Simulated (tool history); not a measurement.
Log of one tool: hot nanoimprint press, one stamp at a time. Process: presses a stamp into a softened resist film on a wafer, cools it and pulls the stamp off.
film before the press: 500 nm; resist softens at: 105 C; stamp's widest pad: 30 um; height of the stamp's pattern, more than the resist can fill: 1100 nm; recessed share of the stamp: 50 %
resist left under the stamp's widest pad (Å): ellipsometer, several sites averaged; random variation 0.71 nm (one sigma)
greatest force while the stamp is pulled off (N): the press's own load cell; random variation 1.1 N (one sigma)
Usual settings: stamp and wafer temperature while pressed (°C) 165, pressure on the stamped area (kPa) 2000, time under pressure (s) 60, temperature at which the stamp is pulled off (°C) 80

run,hour,stamp and wafer temperature while pressed (°C),pressure on the stamped area (kPa),time under pressure (s),temperature at which the stamp is pulled off (°C),resist left under the stamp's widest pad (Å),greatest force while the stamp is pulled off (N)
1,0.0,165,2000,60,80,2031,226
2,8.7,165,3180,60,80,1585,231
3,13.1,165,3180,60,80,1579,229
4,22.3,165,3180,60,80,1584,229
5,29.8,165,2000,92,80,1720,231
6,34.7,165,2000,93,80,1719,232
7,42.6,165,1200,60,80,2590,230
8,47.3,165,1200,60,80,2605,231
9,53.4,165,2000,34,80,2464,231
10,64.1,165,2000,34,80,2472,234
11,70.2,165,2000,34,80,2456,236
12,80.4,165,2000,34,80,2446,237
13,88.6,165,2000,62,80,1981,237
14,95.0,165,2000,62,80,1983,238
15,100.1,165,2000,62,80,1974,237
16,108.0,165,2000,62,75,2003,254
17,115.9,160,2790,62,85,2194,222
18,124.1,160,2790,62,85,2179,223
19,131.7,160,2790,50,86,2365,221
20,140.6,160,2790,50,86,2356,219
21,149.3,157,2360,80,86,2553,220
22,154.4,166,1870,80,65,1763,290
23,163.0,176,1210,113,68,1243,285
24,172.1,168,1210,113,75,1833,264
25,188.1,164,2470,83,69,1760,259
26,197.2,164,2470,83,69,1759,259
27,202.6,172,1280,80,87,1683,205
28,208.5,165,1640,60,67,2317,267
29,214.8,159,2000,60,80,2867,230
30,219.7,159,2000,60,80,2857,230

Taken out of this log: 2 entries between the listed runs. Where each belongs, and how the hidden state differs across it:
Between runs 22 and 23: plate thermocouple calibrated (hour 158.9)
  true temperature over the reading, C: 0.97 -> -0.06; pressure that arrives at the usual setting, %: 99.88 -> 99.87; grip of the stamp's worn release coat, % over a new coat's: 8.1 -> 8.3
  measured less the result without the state, resist left under the stamp's widest pad (Å): -92 -> +5; greatest force while the stamp is pulled off (N): +19 -> +22
Between runs 24 and 25: stamp cleaned and given a new release coat (hour 186.1)
  true temperature over the reading, C: -0.04 -> -0.02; pressure that arrives at the usual setting, %: 99.86 -> 99.84; grip of the stamp's worn release coat, % over a new coat's: 8.7 -> 0.1
  measured less the result without the state, resist left under the stamp's widest pad (Å): +5 -> +4; greatest force while the stamp is pulled off (N): +21 -> +0
